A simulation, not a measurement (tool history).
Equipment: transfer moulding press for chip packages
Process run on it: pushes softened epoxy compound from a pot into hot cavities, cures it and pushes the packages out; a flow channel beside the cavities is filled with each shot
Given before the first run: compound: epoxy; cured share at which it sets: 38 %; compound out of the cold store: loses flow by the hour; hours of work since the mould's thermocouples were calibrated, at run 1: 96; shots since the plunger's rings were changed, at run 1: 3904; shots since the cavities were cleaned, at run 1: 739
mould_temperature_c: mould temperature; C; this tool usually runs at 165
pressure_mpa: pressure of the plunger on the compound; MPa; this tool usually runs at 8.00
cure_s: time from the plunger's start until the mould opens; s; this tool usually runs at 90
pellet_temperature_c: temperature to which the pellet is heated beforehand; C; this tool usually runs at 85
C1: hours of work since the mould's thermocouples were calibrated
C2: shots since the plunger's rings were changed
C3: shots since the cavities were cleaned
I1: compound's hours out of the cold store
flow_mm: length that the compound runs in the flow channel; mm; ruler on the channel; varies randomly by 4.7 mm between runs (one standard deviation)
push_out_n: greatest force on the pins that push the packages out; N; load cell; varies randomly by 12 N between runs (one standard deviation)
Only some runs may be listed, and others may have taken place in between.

Run 1, hour 0.0: usual settings; C1 96; C2 3904; C3 739; I1 38.8. Result: flow_mm 877 mm, push_out_n 574 N.
At hour 9.1: plunger's sealing rings changed.
Run 2, hour 13.2: usual settings; C1 101; C2 40; C3 841; I1 20.9. Result: flow_mm 963 mm, push_out_n 597 N.
Run 3, hour 29.5: usual settings; C1 109; C2 195; C3 996; I1 14.6. Result: flow_mm 1001 mm, push_out_n 611 N.
At hour 37.3: cavities cleaned with cleaning compound and waxed.
Run 4, hour 43.7: usual settings; C1 115; C2 316; C3 61; I1 26.8. Result: flow_mm 932 mm, push_out_n 589 N.
Run 5, hour 57.4: usual settings; C1 122; C2 446; C3 191; I1 10.4. Result: flow_mm 1025 mm, push_out_n 609 N.
Run 6, hour 77.5: usual settings but pellet_temperature_c 80 C; C1 131; C2 638; C3 383; I1 32.5. Result: flow_mm 912 mm, push_out_n 568 N.
Run 7, hour 86.8: usual settings; C1 136; C2 727; C3 472; I1 14.9. Result: flow_mm 1005 mm, push_out_n 576 N.
Run 8, hour 97.8: usual settings; C1 141; C2 831; C3 576; I1 44.2. Result: flow_mm 850 mm, push_out_n 546 N.
Run 9, hour 119.2: usual settings; C1 151; C2 1035; C3 780; I1 31.3. Result: flow_mm 919 mm, push_out_n 552 N.
Run 10, hour 138.2: usual settings; C1 160; C2 1217; C3 962; I1 41.9. Result: flow_mm 868 mm, push_out_n 549 N.
At hour 149.0: cavities cleaned with cleaning compound and waxed.
Run 11, hour 159.4: usual settings; C1 170; C2 1405; C3 100; I1 38.2. Result: flow_mm 876 mm, push_out_n 538 N.
Run 12, hour 177.4: usual settings; C1 178; C2 1575; C3 270; I1 21.2. Result: flow_mm 972 mm, push_out_n 560 N.
Run 13, hour 186.1: usual settings; C1 182; C2 1659; C3 354; I1 16.1. Result: flow_mm 995 mm, push_out_n 587 N.
Run 14, hour 206.0: usual settings but pressure_mpa 6.87 MPa, cure_s 84 s; C1 192; C2 1848; C3 543; I1 40.9. Result: flow_mm 808 mm, push_out_n 634 N.
Run 15, hour 223.9: usual settings but mould_temperature_c 158 C, cure_s 72 s; C1 200; C2 2018; C3 713; I1 15.9. Result: flow_mm 1019 mm, push_out_n 1641 N.
Run 16, hour 242.3: usual settings but mould_temperature_c 158 C, cure_s 72 s; C1 209; C2 2194; C3 889; I1 40.4. Result: flow_mm 888 mm, push_out_n 1515 N.
Run 17, hour 252.5: usual settings but mould_temperature_c 158 C, cure_s 72 s; C1 214; C2 2291; C3 986; I1 20.4. Result: flow_mm 998 mm, push_out_n 1629 N.
At hour 262.0: cavities cleaned with cleaning compound and waxed.
Run 18, hour 273.9: usual settings but pellet_temperature_c 86 C; C1 224; C2 2481; C3 113; I1 15.7. Result: flow_mm 992 mm, push_out_n 580 N.
Run 19, hour 287.8: usual settings but cure_s 85 s, pellet_temperature_c 86 C; C1 230; C2 2613; C3 245; I1 19.2. Result: flow_mm 973 mm, push_out_n 662 N.
Run 20, hour 304.3: usual settings but pressure_mpa 6.71 MPa, cure_s 85 s, pellet_temperature_c 84 C; C1 238; C2 2770; C3 402; I1 17.3. Result: flow_mm 906 mm, push_out_n 655 N.

Here are 5 independent what-if runs from the current tool condition. What would each one return?
Run A, hour 321.8: usual settings but pellet_temperature_c 83 C; C1 246; C2 2937; C3 569; I1 30.9. Result: flow_mm ?, push_out_n ?.
Run B, hour 321.8: usual settings but pressure_mpa 6.92 MPa, cure_s 106 s, pellet_temperature_c 83 C; C1 246; C2 2937; C3 569; I1 46.1. Result: flow_mm ?, push_out_n ?.
Run C, hour 321.8: usual settings but mould_temperature_c 169 C, cure_s 77 s, pellet_temperature_c 77 C; C1 246; C2 2937; C3 569; I1 40.0. Result: flow_mm ?, push_out_n ?.
Run D, hour 321.8: usual settings but mould_temperature_c 161 C, pressure_mpa 7.22 MPa, cure_s 75 s, pellet_temperature_c 84 C; C1 246; C2 2937; C3 569; I1 12.2. Result: flow_mm ?, push_out_n ?.
Run E, hour 321.8: usual settings but mould_temperature_c 171 C, pressure_mpa 6.71 MPa, cure_s 72 s, pellet_temperature_c 78 C; C1 246; C2 2937; C3 569; I1 40.4. Result: flow_mm ?, push_out_n ?.

run  flow_mm  push_out_n
  A      911         579
  B      787         467
  C      864         603
  D      981        1290
  E      789         608
Take away the tool's hidden state, keep each run's random variation, and the runs would have read:
run  flow_mm  push_out_n
  A      912         574
  B      788         463
  C      864         598
  D      982        1278
  E      790         603
